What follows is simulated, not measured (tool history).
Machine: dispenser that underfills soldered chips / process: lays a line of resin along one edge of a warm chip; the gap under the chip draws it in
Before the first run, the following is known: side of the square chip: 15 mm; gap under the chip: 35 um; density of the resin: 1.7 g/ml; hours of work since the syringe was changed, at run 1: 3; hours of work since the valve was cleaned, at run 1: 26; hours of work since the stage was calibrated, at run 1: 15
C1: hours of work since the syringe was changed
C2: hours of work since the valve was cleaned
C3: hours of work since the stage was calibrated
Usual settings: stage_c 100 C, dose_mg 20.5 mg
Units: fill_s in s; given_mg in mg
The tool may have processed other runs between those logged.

{"run": 1, "day": 0.0, "stage_c": 100, "dose_mg": 20.5, "C1": 3, "C2": 26, "C3": 15, "fill_s": 144.2, "given_mg": 20.09}
{"day": 0.242, "done": "new syringe of resin"}
{"run": 2, "day": 0.262, "stage_c": 100, "dose_mg": 20.5, "C1": 0, "C2": 31, "C3": 19, "fill_s": 114.0, "given_mg": 19.99}
{"run": 3, "day": 0.442, "stage_c": 100, "dose_mg": 20.5, "C1": 4, "C2": 34, "C3": 22, "fill_s": 147.7, "given_mg": 20.05}
{"day": 0.658, "done": "new syringe of resin"}
{"run": 4, "day": 0.75, "stage_c": 100, "dose_mg": 20.5, "C1": 2, "C2": 39, "C3": 28, "fill_s": 125.5, "given_mg": 19.92}
{"run": 5, "day": 0.958, "stage_c": 93, "dose_mg": 20.5, "C1": 6, "C2": 43, "C3": 32, "fill_s": 236.9, "given_mg": 19.92}
{"day": 1.079, "done": "new syringe of resin"}
{"run": 6, "day": 1.142, "stage_c": 96, "dose_mg": 20.5, "C1": 1, "C2": 46, "C3": 35, "fill_s": 145.5, "given_mg": 19.81}
{"run": 7, "day": 1.375, "stage_c": 96, "dose_mg": 20.5, "C1": 5, "C2": 51, "C3": 39, "fill_s": 206.5, "given_mg": 19.78}
{"day": 1.517, "done": "new syringe of resin"}
{"run": 8, "day": 1.55, "stage_c": 96, "dose_mg": 20.5, "C1": 1, "C2": 54, "C3": 42, "fill_s": 134.4, "given_mg": 19.7}
{"run": 9, "day": 1.829, "stage_c": 96, "dose_mg": 20.5, "C1": 6, "C2": 59, "C3": 47, "fill_s": 212.6, "given_mg": 19.74}
{"day": 1.938, "done": "new syringe of resin"}
{"day": 2.021, "done": "dispensing valve cleaned and set on the balance"}
{"run": 10, "day": 2.038, "stage_c": 100, "dose_mg": 17.7, "C1": 1, "C2": 0, "C3": 50, "fill_s": 122.3, "given_mg": 17.62}
{"run": 11, "day": 2.304, "stage_c": 100, "dose_mg": 17.7, "C1": 6, "C2": 5, "C3": 55, "fill_s": 187.8, "given_mg": 17.58}
{"day": 2.404, "done": "new syringe of resin"}
{"run": 12, "day": 2.488, "stage_c": 100, "dose_mg": 17.7, "C1": 2, "C2": 8, "C3": 58, "fill_s": 129.2, "given_mg": 17.56}
{"run": 13, "day": 2.788, "stage_c": 100, "dose_mg": 23.3, "C1": 7, "C2": 14, "C3": 64, "fill_s": 199.4, "given_mg": 22.99}
{"day": 2.825, "done": "new syringe of resin"}
{"run": 14, "day": 3.008, "stage_c": 100, "dose_mg": 23.3, "C1": 3, "C2": 18, "C3": 67, "fill_s": 144.2, "given_mg": 22.95}
{"run": 15, "day": 3.146, "stage_c": 100, "dose_mg": 18.5, "C1": 6, "C2": 20, "C3": 70, "fill_s": 184.5, "given_mg": 18.21}
{"day": 3.254, "done": "new syringe of resin"}
{"run": 16, "day": 3.412, "stage_c": 100, "dose_mg": 18.5, "C1": 3, "C2": 25, "C3": 75, "fill_s": 144.4, "given_mg": 18.13}
{"run": 17, "day": 3.579, "stage_c": 96, "dose_mg": 23.5, "C1": 6, "C2": 28, "C3": 78, "fill_s": 212.5, "given_mg": 22.99}
{"day": 3.679, "done": "new syringe of resin"}
{"run": 18, "day": 3.842, "stage_c": 100, "dose_mg": 25.1, "C1": 3, "C2": 33, "C3": 82, "fill_s": 141.1, "given_mg": 24.51}
{"day": 4.108, "done": "new syringe of resin"}
{"run": 19, "day": 4.108, "stage_c": 100, "dose_mg": 25.1, "C1": 0, "C2": 37, "C3": 87, "fill_s": 108.4, "given_mg": 24.3}
{"run": 20, "day": 4.4, "stage_c": 89, "dose_mg": 19.1, "C1": 5, "C2": 43, "C3": 92, "fill_s": 280.9, "given_mg": 18.5}
{"day": 4.538, "done": "new syringe of resin"}
{"run": 21, "day": 4.612, "stage_c": 93, "dose_mg": 20.5, "C1": 1, "C2": 46, "C3": 96, "fill_s": 164.7, "given_mg": 19.76}

Some steps in fill_s between neighbouring runs. How much of each would the tool show without its hidden state too (settings, what came in, random variation), and how much is left for the hidden state, with any gauge scatter that isn't in both results?
Hidden conditions of the tool in this case: resin's viscosity, % of fresh resin's; dose that the valve gives, % of what is set; true chip temperature over the reading, C; drift of the gauge itself on fill_s, %; drift of the gauge itself on given_mg, %.
Run 19 -> 20: stage_c 100 -> 89, dose_mg 25.1 -> 19.1. fill_s +172.5 s: hidden state +107.3, all else +65.2.
Run 20 -> 21: stage_c 89 -> 93, dose_mg 19.1 -> 20.5, new syringe of resin. fill_s -116.2 s: hidden state -88.1, all else -28.1.
